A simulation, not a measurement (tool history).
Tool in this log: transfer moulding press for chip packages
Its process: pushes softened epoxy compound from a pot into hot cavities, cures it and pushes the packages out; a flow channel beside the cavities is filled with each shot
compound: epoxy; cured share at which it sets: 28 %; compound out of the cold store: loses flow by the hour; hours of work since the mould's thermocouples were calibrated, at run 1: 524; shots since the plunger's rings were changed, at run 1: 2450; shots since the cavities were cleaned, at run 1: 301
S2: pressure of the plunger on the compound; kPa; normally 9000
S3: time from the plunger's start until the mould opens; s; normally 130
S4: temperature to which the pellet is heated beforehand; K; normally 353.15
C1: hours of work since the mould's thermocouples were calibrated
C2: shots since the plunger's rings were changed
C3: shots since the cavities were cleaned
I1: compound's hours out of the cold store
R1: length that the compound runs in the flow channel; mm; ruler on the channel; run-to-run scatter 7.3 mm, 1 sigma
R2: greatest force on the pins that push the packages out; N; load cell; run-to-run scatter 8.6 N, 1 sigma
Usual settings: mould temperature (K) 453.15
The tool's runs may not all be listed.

{"run": 1, "hour": 0.0, "mould temperature (K)": 453.15, "S2": 9000, "S3": 130, "S4": 353.15, "C1": 524, "C2": 2450, "C3": 301, "I1": 12.7, "R1": 885, "R2": 394}
{"hour": 29.2, "done": "mould's thermocouples calibrated"}
{"hour": 30.7, "done": "cavities cleaned with cleaning compound and waxed"}
{"hour": 88.2, "done": "cavities cleaned with cleaning compound and waxed"}
{"run": 2, "hour": 99.3, "mould temperature (K)": 453.15, "S2": 9000, "S3": 130, "S4": 353.15, "C1": 43, "C2": 3387, "C3": 110, "I1": 39.9, "R1": 814, "R2": 373}
{"hour": 117.0, "done": "plunger's sealing rings changed"}
{"hour": 144.5, "done": "cavities cleaned with cleaning compound and waxed"}
{"run": 3, "hour": 157.2, "mould temperature (K)": 453.15, "S2": 9000, "S3": 130, "S4": 353.15, "C1": 78, "C2": 385, "C3": 126, "I1": 43.5, "R1": 805, "R2": 372}
{"hour": 199.7, "done": "cavities cleaned with cleaning compound and waxed"}
{"hour": 255.6, "done": "cavities cleaned with cleaning compound and waxed"}
{"run": 4, "hour": 256.7, "mould temperature (K)": 453.15, "S2": 9000, "S3": 130, "S4": 353.15, "C1": 140, "C2": 1345, "C3": 11, "I1": 17.7, "R1": 882, "R2": 375}
{"hour": 309.2, "done": "cavities cleaned with cleaning compound and waxed"}
{"run": 5, "hour": 331.4, "mould temperature (K)": 453.15, "S2": 9000, "S3": 130, "S4": 353.15, "C1": 187, "C2": 2073, "C3": 220, "I1": 35.7, "R1": 821, "R2": 370}
{"hour": 366.6, "done": "cavities cleaned with cleaning compound and waxed"}
{"run": 6, "hour": 385.9, "mould temperature (K)": 453.15, "S2": 9000, "S3": 130, "S4": 353.15, "C1": 221, "C2": 2600, "C3": 192, "I1": 14.6, "R1": 878, "R2": 391}
{"hour": 423.7, "done": "cavities cleaned with cleaning compound and waxed"}
{"run": 7, "hour": 454.4, "mould temperature (K)": 453.15, "S2": 9000, "S3": 130, "S4": 353.15, "C1": 264, "C2": 3266, "C3": 305, "I1": 24.3, "R1": 842, "R2": 372}
{"hour": 480.8, "done": "plunger's sealing rings changed"}
{"hour": 482.3, "done": "cavities cleaned with cleaning compound and waxed"}
{"run": 8, "hour": 524.5, "mould temperature (K)": 453.15, "S2": 9000, "S3": 130, "S4": 361.15, "C1": 306, "C2": 419, "C3": 419, "I1": 29.6, "R1": 852, "R2": 379}
{"hour": 536.4, "done": "cavities cleaned with cleaning compound and waxed"}
{"run": 9, "hour": 577.8, "mould temperature (K)": 453.15, "S2": 9000, "S3": 130, "S4": 361.15, "C1": 340, "C2": 935, "C3": 412, "I1": 44.4, "R1": 821, "R2": 383}
{"hour": 595.4, "done": "cavities cleaned with cleaning compound and waxed"}
{"hour": 654.8, "done": "cavities cleaned with cleaning compound and waxed"}
{"run": 10, "hour": 661.6, "mould temperature (K)": 453.15, "S2": 9000, "S3": 130, "S4": 361.15, "C1": 391, "C2": 1738, "C3": 68, "I1": 8.9, "R1": 887, "R2": 389}
{"hour": 711.7, "done": "cavities cleaned with cleaning compound and waxed"}
{"run": 11, "hour": 733.7, "mould temperature (K)": 453.15, "S2": 9000, "S3": 130, "S4": 353.15, "C1": 437, "C2": 2440, "C3": 218, "I1": 9.3, "R1": 887, "R2": 394}
{"hour": 767.3, "done": "cavities cleaned with cleaning compound and waxed"}
{"hour": 821.0, "done": "cavities cleaned with cleaning compound and waxed"}
{"run": 12, "hour": 836.0, "mould temperature (K)": 453.15, "S2": 9530, "S3": 130, "S4": 353.15, "C1": 501, "C2": 3428, "C3": 150, "I1": 11.7, "R1": 898, "R2": 400}
{"hour": 843.3, "done": "plunger's sealing rings changed"}
{"hour": 881.7, "done": "cavities cleaned with cleaning compound and waxed"}
{"hour": 899.9, "done": "mould's thermocouples calibrated"}
{"run": 13, "hour": 920.2, "mould temperature (K)": 453.15, "S2": 9530, "S3": 130, "S4": 353.15, "C1": 13, "C2": 729, "C3": 363, "I1": 17.2, "R1": 886, "R2": 373}
{"hour": 939.5, "done": "cavities cleaned with cleaning compound and waxed"}
{"run": 14, "hour": 984.6, "mould temperature (K)": 453.15, "S2": 9530, "S3": 161, "S4": 358.15, "C1": 53, "C2": 1355, "C3": 449, "I1": 17.9, "R1": 895, "R2": 364}
{"hour": 992.7, "done": "cavities cleaned with cleaning compound and waxed"}
{"hour": 1045.1, "done": "cavities cleaned with cleaning compound and waxed"}
{"run": 15, "hour": 1088.8, "mould temperature (K)": 460.15, "S2": 9000, "S3": 130, "S4": 353.15, "C1": 118, "C2": 2362, "C3": 435, "I1": 29.3, "R1": 816, "R2": 333}
{"hour": 1102.2, "done": "cavities cleaned with cleaning compound and waxed"}
{"run": 16, "hour": 1150.7, "mould temperature (K)": 460.15, "S2": 9000, "S3": 130, "S4": 353.15, "C1": 157, "C2": 2962, "C3": 483, "I1": 40.8, "R1": 793, "R2": 354}
{"hour": 1157.8, "done": "cavities cleaned with cleaning compound and waxed"}
{"hour": 1208.6, "done": "plunger's sealing rings changed"}
{"hour": 1215.6, "done": "cavities cleaned with cleaning compound and waxed"}
{"run": 17, "hour": 1225.0, "mould temperature (K)": 460.15, "S2": 9000, "S3": 130, "S4": 353.15, "C1": 201, "C2": 148, "C3": 94, "I1": 23.6, "R1": 834, "R2": 342}

Forecast run 18:
{"hour": 1271.4, "done": "cavities cleaned with cleaning compound and waxed"}
{"hour": 1324.6, "done": "cavities cleaned with cleaning compound and waxed"}
{"run": 18, "hour": 1324.6, "mould temperature (K)": 460.15, "S2": 9000, "S3": 130, "S4": 353.15, "C1": 264, "C2": 1108, "C3": 0, "I1": 46.4, "R1": "?", "R2": "?"}

Run 18 gave R1 781 mm, R2 334 N.
If the tool had no hidden condition, the same run with the same run-to-run variation would have returned R1 781 mm, R2 334 N.

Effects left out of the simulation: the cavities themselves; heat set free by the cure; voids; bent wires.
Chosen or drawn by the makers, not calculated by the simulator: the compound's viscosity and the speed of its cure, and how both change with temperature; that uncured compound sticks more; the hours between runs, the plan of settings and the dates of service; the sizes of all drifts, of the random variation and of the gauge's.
